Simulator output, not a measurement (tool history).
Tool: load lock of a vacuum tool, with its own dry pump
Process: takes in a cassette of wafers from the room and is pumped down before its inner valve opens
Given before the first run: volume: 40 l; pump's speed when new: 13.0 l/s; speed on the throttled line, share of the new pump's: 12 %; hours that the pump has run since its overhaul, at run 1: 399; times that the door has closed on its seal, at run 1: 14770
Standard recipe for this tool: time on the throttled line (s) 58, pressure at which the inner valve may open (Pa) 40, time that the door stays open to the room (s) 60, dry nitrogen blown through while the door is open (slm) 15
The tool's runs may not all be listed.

| run | hour | time on the throttled line (s) | pressure at which the inner valve may open (Pa) | time that the door stays open to the room (s) | dry nitrogen blown through while the door is open (slm) | hours that the pump has run since its overhaul | times that the door has closed on its seal | incoming humidity of the room's air, % | time from the closed door until the inner valve may open (s) | rise of the pressure with all valves shut (Pa/min) |
|---|---|---|---|---|---|---|---|---|---|---|
| 1 | 0.0 | 58 | 40 | 60 | 15 | 399 | 14770 | 45.4 | 75.2 | 0.081 |
| 2 | 69.8 | 58 | 40 | 60 | 15 | 469 | 15085 | 41.9 | 74.7 | 0.084 |
| 3 | 129.1 | 58 | 40 | 60 | 15 | 528 | 15352 | 43.6 | 74.7 | 0.089 |
| 4 | 268.1 | 58 | 40 | 60 | 15 | 667 | 15978 | 45.4 | 75.3 | 0.089 |
| 5 | 377.2 | 58 | 40 | 60 | 15 | 777 | 16470 | 47.3 | 75.5 | 0.099 |
| 6 | 458.4 | 58 | 40 | 60 | 15 | 858 | 16836 | 44.6 | 74.6 | 0.092 |
| 7 | 597.9 | 58 | 40 | 60 | 15 | 997 | 17464 | 46.2 | 74.7 | 0.097 |
| 8 | 706.6 | 58 | 40 | 60 | 15 | 1106 | 17955 | 47.8 | 74.8 | 0.102 |
| 9 | 793.4 | 58 | 40 | 60 | 15 | 1193 | 18346 | 43.6 | 74.7 | 0.104 |
| 10 | 936.3 | 58 | 39 | 60 | 15 | 1336 | 18990 | 48.9 | 75.7 | 0.106 |
| 11 | 1062.7 | 58 | 39 | 60 | 15 | 1462 | 19559 | 44.3 | 74.7 | 0.108 |
| 12 | 1121.3 | 58 | 39 | 60 | 15 | 1521 | 19823 | 43.2 | 75.1 | 0.110 |
| 13 | 1261.9 | 58 | 39 | 60 | 15 | 1661 | 20457 | 42.6 | 75.0 | 0.110 |
| 14 | 1382.4 | 49 | 40 | 60 | 15 | 1782 | 21000 | 45.6 | 67.6 | 0.115 |
| 15 | 1505.2 | 49 | 43 | 60 | 13 | 1905 | 21554 | 48.4 | 67.3 | 0.119 |
| 16 | 1627.9 | 105 | 59 | 141 | 5 | 2027 | 22107 | 45.1 | 116.5 | 0.167 |
| 17 | 1726.9 | 105 | 59 | 141 | 5 | 2126 | 22553 | 48.1 | 115.2 | 0.166 |
| 18 | 1849.0 | 73 | 59 | 35 | 5 | 2248 | 23103 | 44.6 | 87.8 | 0.127 |
| 19 | 1963.4 | 58 | 40 | 40 | 15 | 2363 | 23619 | 43.8 | 75.4 | 0.119 |
| 20 | 2098.2 | 60 | 40 | 114 | 15 | 2498 | 24226 | 47.1 | 77.2 | 0.148 |
| 21 | 2156.6 | 60 | 40 | 114 | 15 | 2556 | 24490 | 48.4 | 76.8 | 0.153 |
| 22 | 2280.6 | 79 | 40 | 114 | 29 | 2680 | 25048 | 45.1 | 93.9 | 0.145 |
| 23 | 2340.2 | 79 | 40 | 114 | 29 | 2740 | 25317 | 44.4 | 93.3 | 0.145 |
| 24 | 2459.0 | 102 | 40 | 60 | 15 | 2858 | 25853 | 47.6 | 114.2 | 0.145 |
| 25 | 2564.3 | 73 | 30 | 60 | 15 | 2964 | 26327 | 47.5 | 90.0 | 0.151 |
| 26 | 2668.7 | 108 | 52 | 44 | 21 | 3068 | 26797 | 43.7 | 118.1 | 0.142 |
| 27 | 2794.3 | 40 | 71 | 220 | 8 | 3194 | 27364 | 42.8 | 57.5 | 0.206 |
| 28 | 2919.8 | 50 | 40 | 143 | 15 | 3319 | 27929 | 44.7 | 68.3 | 0.177 |

The same runs without the tool's hidden state, with the same run-to-run variation:
Hidden conditions of the tool in this case: pump's speed, % of a new pump's; leak at the door's seal, Pa l/s; drift of the gauge itself on ready_s, %; drift of the gauge itself on rise_pa_min, %.
| run | rise of the pressure with all valves shut (Pa/min) |
|---|---|
| 1 | 0.035 |
| 2 | 0.036 |
| 3 | 0.040 |
| 4 | 0.037 |
| 5 | 0.044 |
| 6 | 0.036 |
| 7 | 0.039 |
| 8 | 0.041 |
| 9 | 0.041 |
| 10 | 0.040 |
| 11 | 0.039 |
| 12 | 0.040 |
| 13 | 0.038 |
| 14 | 0.040 |
| 15 | 0.041 |
| 16 | 0.086 |
| 17 | 0.083 |
| 18 | 0.040 |
| 19 | 0.030 |
| 20 | 0.055 |
| 21 | 0.058 |
| 22 | 0.046 |
| 23 | 0.046 |
| 24 | 0.041 |
| 25 | 0.045 |
| 26 | 0.032 |
| 27 | 0.095 |
| 28 | 0.062 |
time from the closed door until the inner valve may open (s): at most 0.3 away from the measurement, every run.

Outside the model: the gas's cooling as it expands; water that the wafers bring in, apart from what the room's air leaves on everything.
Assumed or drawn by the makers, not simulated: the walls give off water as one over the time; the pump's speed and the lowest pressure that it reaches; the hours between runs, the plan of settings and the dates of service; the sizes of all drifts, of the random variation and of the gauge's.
